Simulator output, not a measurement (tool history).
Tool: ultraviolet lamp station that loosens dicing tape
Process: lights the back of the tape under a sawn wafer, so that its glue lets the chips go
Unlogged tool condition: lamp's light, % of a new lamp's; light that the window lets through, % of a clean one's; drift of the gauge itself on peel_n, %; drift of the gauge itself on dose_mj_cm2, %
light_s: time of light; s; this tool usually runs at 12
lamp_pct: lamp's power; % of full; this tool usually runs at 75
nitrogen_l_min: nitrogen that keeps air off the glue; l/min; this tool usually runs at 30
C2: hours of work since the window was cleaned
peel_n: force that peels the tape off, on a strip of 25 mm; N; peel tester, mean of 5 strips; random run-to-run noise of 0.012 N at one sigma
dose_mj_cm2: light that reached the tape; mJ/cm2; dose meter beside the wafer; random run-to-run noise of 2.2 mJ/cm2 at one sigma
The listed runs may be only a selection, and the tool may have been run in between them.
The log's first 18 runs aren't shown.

Run 19, hour 353.4: usual settings; hours of work of the lamp 659; C2 200. Result: peel_n 0.929 N, dose_mj_cm2 157 mJ/cm2.
At hour 363.1: window cleaned of glue's vapour.
Run 20, hour 380.2: usual settings but light_s 15 s, lamp_pct 77 % of full, nitrogen_l_min 51 l/min; hours of work of the lamp 679; C2 13. Result: peel_n 0.421 N, dose_mj_cm2 226 mJ/cm2.
Run 21, hour 398.8: usual settings but light_s 13 s, lamp_pct 98 % of full, nitrogen_l_min 35 l/min; hours of work of the lamp 692; C2 27. Result: peel_n 0.398 N, dose_mj_cm2 243 mJ/cm2.
Run 22, hour 418.5: usual settings but light_s 13 s, lamp_pct 73 % of full, nitrogen_l_min 23 l/min; hours of work of the lamp 707; C2 41. Result: peel_n 0.779 N, dose_mj_cm2 177 mJ/cm2.
Run 23, hour 433: usual settings but light_s 20 s, lamp_pct 71 % of full; hours of work of the lamp 718; C2 52. Result: peel_n 0.358 N, dose_mj_cm2 265 mJ/cm2.
Run 24, hour 459.1: usual settings but light_s 9 s, nitrogen_l_min 17 l/min; hours of work of the lamp 737; C2 71. Result: peel_n 1.521 N, dose_mj_cm2 125 mJ/cm2.
Run 25, hour 481.5: usual settings but light_s 9 s, nitrogen_l_min 17 l/min; hours of work of the lamp 754; C2 88. Result: peel_n 1.509 N, dose_mj_cm2 123 mJ/cm2.
Run 26, hour 496.7: usual settings but light_s 15 s, lamp_pct 87 % of full, nitrogen_l_min 36 l/min; hours of work of the lamp 765; C2 99. Result: peel_n 0.41 N, dose_mj_cm2 234 mJ/cm2.
Run 27, hour 522.3: usual settings but light_s 19 s, lamp_pct 92 % of full, nitrogen_l_min 44 l/min; hours of work of the lamp 784; C2 119. Result: peel_n 0.259 N, dose_mj_cm2 307 mJ/cm2.
Run 28, hour 542.7: usual settings but light_s 13 s, lamp_pct 98 % of full, nitrogen_l_min 12 l/min; hours of work of the lamp 800; C2 134. Result: peel_n 0.692 N, dose_mj_cm2 218 mJ/cm2.
Run 29, hour 559.2: usual settings but light_s 13 s, lamp_pct 98 % of full, nitrogen_l_min 12 l/min; hours of work of the lamp 812; C2 146. Result: peel_n 0.709 N, dose_mj_cm2 219 mJ/cm2.
Run 30, hour 583.5: usual settings but light_s 7 s, nitrogen_l_min 10 l/min; hours of work of the lamp 830; C2 164. Result: peel_n 2.384 N, dose_mj_cm2 86 mJ/cm2.
Run 31, hour 608.7: usual settings but light_s 10 s, lamp_pct 67 % of full, nitrogen_l_min 33 l/min; hours of work of the lamp 849; C2 183. Result: peel_n 1.454 N, dose_mj_cm2 108 mJ/cm2.
Run 32, hour 634.6: usual settings but light_s 19 s, lamp_pct 78 % of full, nitrogen_l_min 10 l/min; hours of work of the lamp 868; C2 202. Result: peel_n 0.667 N, dose_mj_cm2 237 mJ/cm2.
At hour 641.1: window cleaned of glue's vapour.
Run 33, hour 647.7: usual settings but light_s 19 s, lamp_pct 69 % of full, nitrogen_l_min 27 l/min; hours of work of the lamp 877; C2 5. Result: peel_n 0.418 N, dose_mj_cm2 244 mJ/cm2.

What will run 34 give?
Run 34, hour 660.1: usual settings but light_s 19 s, lamp_pct 69 % of full, nitrogen_l_min 27 l/min; hours of work of the lamp 887; C2 14. Result: peel_n ?, dose_mj_cm2 ?.

{"run 34": {"peel_n": 0.443, "dose_mj_cm2": 240}}
With the hidden condition absent and the run-to-run variation left alone, this run would have shown peel_n 0.314 N, dose_mj_cm2 298 mJ/cm2.
